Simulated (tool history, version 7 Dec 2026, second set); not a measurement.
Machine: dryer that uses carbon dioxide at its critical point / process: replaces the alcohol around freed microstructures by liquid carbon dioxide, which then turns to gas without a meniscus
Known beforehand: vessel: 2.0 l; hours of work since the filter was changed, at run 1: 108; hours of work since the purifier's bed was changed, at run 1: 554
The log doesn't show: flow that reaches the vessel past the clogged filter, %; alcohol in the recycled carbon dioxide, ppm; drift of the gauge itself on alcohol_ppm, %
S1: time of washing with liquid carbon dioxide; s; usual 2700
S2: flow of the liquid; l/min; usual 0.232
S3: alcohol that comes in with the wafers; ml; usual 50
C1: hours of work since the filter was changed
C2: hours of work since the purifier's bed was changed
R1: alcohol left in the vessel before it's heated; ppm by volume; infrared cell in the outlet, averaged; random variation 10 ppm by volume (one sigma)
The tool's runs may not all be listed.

Run 1, day 0: usual settings; C1 108; C2 554. Result: R1 686 ppm by volume.
Run 2, day 0.867: usual settings; C1 123; C2 569. Result: R1 692 ppm by volume.
Run 3, day 1.871: usual settings; C1 141; C2 587. Result: R1 717 ppm by volume.
Run 4, day 2.925: usual settings; C1 159; C2 606. Result: R1 743 ppm by volume.
Run 5, day 3.962: usual settings; C1 177; C2 624. Result: R1 742 ppm by volume.
Run 6, day 4.888: usual settings but S2 0.231 l/min; C1 194; C2 640. Result: R1 758 ppm by volume.
Run 7, day 5.433: usual settings; C1 203; C2 650. Result: R1 770 ppm by volume.
Run 8, day 6.529: usual settings; C1 223; C2 669. Result: R1 787 ppm by volume.
Run 9, day 7.367: usual settings; C1 237; C2 684. Result: R1 768 ppm by volume.
Run 10, day 7.879: usual settings but S1 4200 s, S2 0.183 l/min, S3 85 ml; C1 246; C2 693. Result: R1 656 ppm by volume.
Run 11, day 8.996: usual settings but S1 4200 s, S2 0.183 l/min, S3 85 ml; C1 266; C2 712. Result: R1 691 ppm by volume.

What will run 12 give?
Run 12, day 9.854: usual settings but S1 4200 s, S2 0.348 l/min, S3 85 ml; C1 281; C2 727. Result: R1 ?.

R1: 94 ppm by volume
Without the tool's hidden state the same run would have given R1 14 ppm by volume.
